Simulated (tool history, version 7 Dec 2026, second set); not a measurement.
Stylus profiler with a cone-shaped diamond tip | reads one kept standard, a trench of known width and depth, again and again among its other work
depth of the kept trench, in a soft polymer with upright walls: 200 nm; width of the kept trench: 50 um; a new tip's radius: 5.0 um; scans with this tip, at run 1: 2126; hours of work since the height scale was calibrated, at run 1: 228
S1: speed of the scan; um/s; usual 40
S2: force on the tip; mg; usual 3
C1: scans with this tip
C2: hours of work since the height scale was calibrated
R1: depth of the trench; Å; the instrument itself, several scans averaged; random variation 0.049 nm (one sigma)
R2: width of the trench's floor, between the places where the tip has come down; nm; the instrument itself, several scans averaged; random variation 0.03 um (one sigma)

run,day,S1,S2,C1,C2,R1,R2
1,0,40,3,2126,228,2017.3,46740
2,0.525,40,3,2174,233,2017.9,46820
3,1,40,3,2218,238,2016.6,46840
4,1.5,40,3,2264,243,2016.5,46790
5,1.862,40,3,2298,246,2017.2,46790
6,2.475,40,3,2354,252,2016.9,46800
7,2.929,40,3,2396,257,2016.9,46760
8,3.283,40,3,2429,260,2016.9,46770
9,3.875,40,1.86,2484,266,2011.7,46780
10,4.625,40,1.86,2553,274,2011.8,46700
11,5.354,40,2.2,2621,281,2014.3,46710
12,6.133,40,3,2692,289,2016.9,46800
13,6.496,40,3,2726,292,2017.1,46770
14,7.029,12,3,2775,298,2016.8,46860
15,7.825,12,3,2849,305,2017.1,46870
16,8.488,12,3,2910,312,2017.2,46890
17,9.175,40,4.3,2974,319,2022.5,46810
18,10.025,40,4.3,3052,327,2021.9,46730
19,10.554,130,3,3101,333,2017,46240
20,11.204,130,3,3161,339,2017.1,46280
21,11.725,40,5.31,3209,344,2025.8,46800
22,12.133,40,5.31,3247,348,2026.9,46770
23,12.967,40,5.31,3324,356,2025.2,46780
24,13.375,41,1.97,3362,361,2011.8,46630

Forecast run 25:
25,13.754,41,1.97,3397,364,?,?

Run 25 gave R1 2012.3 Å, R2 46590 nm.
Without the tool's hidden state the same run would have given R1 2015.9 Å, R2 46890 nm.
